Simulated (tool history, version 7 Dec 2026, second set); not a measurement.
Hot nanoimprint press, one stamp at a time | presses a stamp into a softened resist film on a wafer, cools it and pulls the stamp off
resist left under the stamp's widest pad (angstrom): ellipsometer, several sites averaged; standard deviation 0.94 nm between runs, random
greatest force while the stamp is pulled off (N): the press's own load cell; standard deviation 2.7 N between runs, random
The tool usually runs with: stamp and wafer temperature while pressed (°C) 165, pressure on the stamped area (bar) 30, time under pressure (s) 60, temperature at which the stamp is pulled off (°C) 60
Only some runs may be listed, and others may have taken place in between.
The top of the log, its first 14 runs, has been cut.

run	hour	stamp and wafer temperature while pressed (°C)	pressure on the stamped area (bar)	time under pressure (s)	temperature at which the stamp is pulled off (°C)	hours of work since the thermocouple was calibrated	imprints on the stamp's release coat	hours of work since the press's seals were changed	resist left under the stamp's widest pad (angstrom)	greatest force while the stamp is pulled off (N)
15	171.3	165	30	60	60	419	1253	328	1443	158
16	180.4	165	23.2	33	48	423	1267	332	1984	216
17	194.5	156	19.8	117	62	429	1289	338	2070	162
18	202.8	156	19.8	117	62	432	1302	341	2077	160
# hour 207.5: plate thermocouple calibrated
19	221.3	153	30	60	60	6	1327	347	2493	169
# hour 235.5: stamp cleaned and given a new release coat
20	238	172	18.9	60	51	10	4	352	1323	175
21	254.3	172	18.9	60	51	17	30	358	1310	168
# hour 272.9: plate thermocouple calibrated, once more
22	274.9	172	18.9	60	51	1	57	365	1213	172
23	285.1	172	31.1	60	51	5	73	370	952	163
24	299.3	172	31.1	60	51	11	95	375	950	170
25	308.3	172	31.1	60	51	14	109	379	939	172
26	316.3	172	31.1	60	51	18	122	382	942	168
27	328.1	176	40.6	60	60	23	140	387	681	138
28	344.2	176	40.6	60	60	29	165	394	690	141
29	356.1	173	30	60	60	34	184	399	927	138
30	369.5	165	23.5	52	60	39	205	404	1619	140

4 ways to go on from here, each from the tool as it stands after run 30. What would each give?
A	386.5	156	23.5	79	60	46	231	411	?	?
B	386.5	159	30	60	57	46	231	411	?	?
C	386.5	159	19.4	60	60	46	231	411	?	?
D	386.5	164	30	50	56	46	231	411	?	?

run	resist left under the stamp's widest pad (angstrom)	greatest force while the stamp is pulled off (N)
A	2078	143
B	1794	152
C	2126	141
D	1509	160
What these runs would have given with no unlogged condition in the tool:
run	resist left under the stamp's widest pad (angstrom)	greatest force while the stamp is pulled off (N)
A	2051	138
B	1768	147
C	2102	136
D	1486	154

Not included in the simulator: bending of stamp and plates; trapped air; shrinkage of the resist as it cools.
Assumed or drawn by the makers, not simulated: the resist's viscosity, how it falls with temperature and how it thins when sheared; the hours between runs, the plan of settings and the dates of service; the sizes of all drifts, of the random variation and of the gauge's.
